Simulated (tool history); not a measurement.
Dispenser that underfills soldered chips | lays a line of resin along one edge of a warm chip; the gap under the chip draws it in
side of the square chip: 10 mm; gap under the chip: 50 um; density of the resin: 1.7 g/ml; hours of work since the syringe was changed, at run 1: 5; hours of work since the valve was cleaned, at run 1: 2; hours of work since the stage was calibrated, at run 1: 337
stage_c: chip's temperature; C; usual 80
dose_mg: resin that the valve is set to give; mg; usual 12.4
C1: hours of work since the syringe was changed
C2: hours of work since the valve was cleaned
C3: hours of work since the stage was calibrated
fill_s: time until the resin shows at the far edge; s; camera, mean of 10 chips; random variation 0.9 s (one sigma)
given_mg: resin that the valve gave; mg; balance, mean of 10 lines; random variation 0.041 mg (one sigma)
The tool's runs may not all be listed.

{"run": 1, "hour": 0.0, "stage_c": 80, "dose_mg": 12.4, "C1": 5, "C2": 2, "C3": 337, "fill_s": 125.3, "given_mg": 12.41}
{"hour": 2.3, "done": "new syringe of resin"}
{"run": 2, "hour": 10.0, "stage_c": 80, "dose_mg": 12.4, "C1": 5, "C2": 8, "C3": 343, "fill_s": 123.7, "given_mg": 12.36}
{"hour": 11.9, "done": "new syringe of resin"}
{"run": 3, "hour": 17.3, "stage_c": 80, "dose_mg": 11.7, "C1": 3, "C2": 13, "C3": 347, "fill_s": 110.5, "given_mg": 11.64}
{"hour": 22.0, "done": "new syringe of resin"}
{"run": 4, "hour": 30.8, "stage_c": 80, "dose_mg": 11.7, "C1": 6, "C2": 21, "C3": 356, "fill_s": 133.6, "given_mg": 11.53}
{"hour": 32.0, "done": "new syringe of resin"}
{"hour": 42.4, "done": "new syringe of resin"}
{"run": 5, "hour": 46.6, "stage_c": 80, "dose_mg": 12.4, "C1": 3, "C2": 31, "C3": 365, "fill_s": 102.2, "given_mg": 12.14}
{"hour": 52.3, "done": "new syringe of resin"}
{"hour": 62.3, "done": "new syringe of resin"}
{"run": 6, "hour": 62.3, "stage_c": 80, "dose_mg": 12.4, "C1": 0, "C2": 40, "C3": 375, "fill_s": 80.9, "given_mg": 12.04}
{"hour": 72.8, "done": "new syringe of resin"}
{"run": 7, "hour": 78.5, "stage_c": 80, "dose_mg": 12.4, "C1": 4, "C2": 51, "C3": 385, "fill_s": 109.0, "given_mg": 11.99}
{"hour": 82.4, "done": "new syringe of resin"}
{"hour": 91.9, "done": "new syringe of resin"}
{"run": 8, "hour": 93.2, "stage_c": 80, "dose_mg": 13.1, "C1": 1, "C2": 59, "C3": 394, "fill_s": 84.5, "given_mg": 12.51}
{"hour": 102.6, "done": "new syringe of resin"}
{"hour": 106.6, "done": "dispensing valve cleaned and set on the balance"}
{"run": 9, "hour": 108.6, "stage_c": 80, "dose_mg": 12.4, "C1": 3, "C2": 1, "C3": 403, "fill_s": 109.4, "given_mg": 12.28}
{"hour": 113.1, "done": "new syringe of resin"}
{"run": 10, "hour": 115.8, "stage_c": 80, "dose_mg": 12.4, "C1": 2, "C2": 6, "C3": 407, "fill_s": 92.8, "given_mg": 12.31}
{"hour": 122.6, "done": "new syringe of resin"}
{"run": 11, "hour": 128.8, "stage_c": 80, "dose_mg": 12.4, "C1": 4, "C2": 14, "C3": 415, "fill_s": 114.0, "given_mg": 12.21}
{"hour": 132.7, "done": "new syringe of resin"}
{"run": 12, "hour": 137.1, "stage_c": 80, "dose_mg": 12.4, "C1": 3, "C2": 19, "C3": 421, "fill_s": 104.3, "given_mg": 12.24}
{"hour": 143.2, "done": "new syringe of resin"}
{"run": 13, "hour": 151.9, "stage_c": 80, "dose_mg": 12.4, "C1": 6, "C2": 28, "C3": 430, "fill_s": 129.0, "given_mg": 12.03}
{"hour": 153.3, "done": "new syringe of resin"}
{"hour": 163.2, "done": "new syringe of resin"}
{"run": 14, "hour": 169.0, "stage_c": 80, "dose_mg": 12.4, "C1": 4, "C2": 39, "C3": 440, "fill_s": 109.8, "given_mg": 11.98}
{"hour": 173.5, "done": "new syringe of resin"}
{"run": 15, "hour": 177.9, "stage_c": 80, "dose_mg": 12.4, "C1": 3, "C2": 44, "C3": 446, "fill_s": 101.6, "given_mg": 11.96}
{"hour": 183.3, "done": "new syringe of resin"}
{"run": 16, "hour": 187.3, "stage_c": 80, "dose_mg": 12.4, "C1": 3, "C2": 50, "C3": 452, "fill_s": 100.8, "given_mg": 11.86}
{"hour": 193.0, "done": "new syringe of resin"}
{"hour": 202.6, "done": "new syringe of resin"}
{"run": 17, "hour": 204.1, "stage_c": 89, "dose_mg": 14.3, "C1": 1, "C2": 60, "C3": 462, "fill_s": 56.3, "given_mg": 13.59}
{"hour": 212.8, "done": "new syringe of resin"}
{"hour": 216.3, "done": "dispensing valve cleaned and set on the balance"}
{"run": 18, "hour": 216.9, "stage_c": 89, "dose_mg": 14.3, "C1": 2, "C2": 0, "C3": 469, "fill_s": 63.6, "given_mg": 14.2}
{"hour": 224.4, "done": "new syringe of resin"}
{"run": 19, "hour": 230.2, "stage_c": 72, "dose_mg": 15.5, "C1": 4, "C2": 9, "C3": 478, "fill_s": 161.2, "given_mg": 15.35}
{"hour": 234.9, "done": "new syringe of resin"}
{"run": 20, "hour": 238.8, "stage_c": 72, "dose_mg": 15.5, "C1": 2, "C2": 14, "C3": 483, "fill_s": 143.9, "given_mg": 15.2}
{"hour": 244.4, "done": "new syringe of resin"}
{"run": 21, "hour": 245.8, "stage_c": 72, "dose_mg": 15.5, "C1": 1, "C2": 18, "C3": 487, "fill_s": 126.4, "given_mg": 15.19}
{"hour": 254.7, "done": "new syringe of resin"}
{"run": 22, "hour": 256.0, "stage_c": 88, "dose_mg": 15.7, "C1": 1, "C2": 24, "C3": 493, "fill_s": 56.0, "given_mg": 15.3}
{"hour": 265.4, "done": "new syringe of resin"}
{"run": 23, "hour": 272.8, "stage_c": 88, "dose_mg": 15.7, "C1": 5, "C2": 35, "C3": 504, "fill_s": 81.6, "given_mg": 15.22}
{"hour": 276.0, "done": "new syringe of resin"}
{"hour": 285.5, "done": "new syringe of resin"}
{"run": 24, "hour": 288.2, "stage_c": 82, "dose_mg": 15.3, "C1": 2, "C2": 44, "C3": 513, "fill_s": 80.7, "given_mg": 14.63}
{"hour": 295.4, "done": "new syringe of resin"}
{"run": 25, "hour": 304.0, "stage_c": 88, "dose_mg": 12.6, "C1": 6, "C2": 54, "C3": 523, "fill_s": 88.3, "given_mg": 12.02}
{"hour": 305.2, "done": "new syringe of resin"}
{"hour": 315.4, "done": "new syringe of resin"}
{"run": 26, "hour": 315.8, "stage_c": 73, "dose_mg": 14.7, "C1": 0, "C2": 61, "C3": 530, "fill_s": 112.0, "given_mg": 13.91}
{"hour": 324.9, "done": "new syringe of resin"}
{"hour": 325.9, "done": "dispensing valve cleaned and set on the balance"}
{"run": 27, "hour": 326.5, "stage_c": 73, "dose_mg": 14.7, "C1": 0, "C2": 0, "C3": 536, "fill_s": 111.0, "given_mg": 14.7}
{"hour": 335.5, "done": "new syringe of resin"}
{"run": 28, "hour": 335.5, "stage_c": 66, "dose_mg": 13.7, "C1": 0, "C2": 6, "C3": 542, "fill_s": 156.3, "given_mg": 13.59}
{"hour": 345.5, "done": "new syringe of resin"}
{"run": 29, "hour": 346.6, "stage_c": 66, "dose_mg": 13.7, "C1": 1, "C2": 13, "C3": 549, "fill_s": 162.3, "given_mg": 13.54}
{"hour": 355.3, "done": "new syringe of resin"}
{"run": 30, "hour": 357.6, "stage_c": 91, "dose_mg": 11.7, "C1": 1, "C2": 20, "C3": 556, "fill_s": 54.6, "given_mg": 11.45}
{"hour": 364.8, "done": "new syringe of resin"}
{"run": 31, "hour": 371.2, "stage_c": 90, "dose_mg": 11.0, "C1": 4, "C2": 28, "C3": 564, "fill_s": 72.2, "given_mg": 10.7}
{"hour": 375.2, "done": "new syringe of resin"}
{"run": 32, "hour": 383.0, "stage_c": 90, "dose_mg": 11.0, "C1": 5, "C2": 35, "C3": 571, "fill_s": 81.3, "given_mg": 10.66}

Forecast each of these 5 alternatives for the next run:
{"hour": 384.8, "done": "new syringe of resin"}
{"hour": 394.3, "done": "new syringe of resin"}
{"run": "A", "hour": 399.3, "stage_c": 76, "dose_mg": 11.6, "C1": 3, "C2": 45, "C3": 581, "fill_s": "?", "given_mg": "?"}
{"hour": 384.8, "done": "new syringe of resin"}
{"hour": 394.3, "done": "new syringe of resin"}
{"run": "B", "hour": 399.3, "stage_c": 72, "dose_mg": 10.7, "C1": 3, "C2": 45, "C3": 581, "fill_s": "?", "given_mg": "?"}
{"hour": 384.8, "done": "new syringe of resin"}
{"hour": 394.3, "done": "new syringe of resin"}
{"run": "C", "hour": 399.3, "stage_c": 72, "dose_mg": 13.2, "C1": 3, "C2": 45, "C3": 581, "fill_s": "?", "given_mg": "?"}
{"hour": 384.8, "done": "new syringe of resin"}
{"hour": 394.3, "done": "new syringe of resin"}
{"run": "D", "hour": 399.3, "stage_c": 75, "dose_mg": 11.9, "C1": 3, "C2": 45, "C3": 581, "fill_s": "?", "given_mg": "?"}
{"hour": 384.8, "done": "new syringe of resin"}
{"hour": 394.3, "done": "new syringe of resin"}
{"run": "E", "hour": 399.3, "stage_c": 81, "dose_mg": 10.7, "C1": 3, "C2": 45, "C3": 581, "fill_s": "?", "given_mg": "?"}

run=A fill_s=128.9 given_mg=11.16
run=B fill_s=158.5 given_mg=10.32
run=C fill_s=151.6 given_mg=12.66
run=D fill_s=134.8 given_mg=11.46
run=E fill_s=104.7 given_mg=10.33
Without the tool's hidden state the same runs would have given:
run=A fill_s=106.1 given_mg=11.60
run=B fill_s=130.1 given_mg=10.73
run=C fill_s=125.6 given_mg=13.15
run=D fill_s=111.2 given_mg=11.91
run=E fill_s=85.8 given_mg=10.74

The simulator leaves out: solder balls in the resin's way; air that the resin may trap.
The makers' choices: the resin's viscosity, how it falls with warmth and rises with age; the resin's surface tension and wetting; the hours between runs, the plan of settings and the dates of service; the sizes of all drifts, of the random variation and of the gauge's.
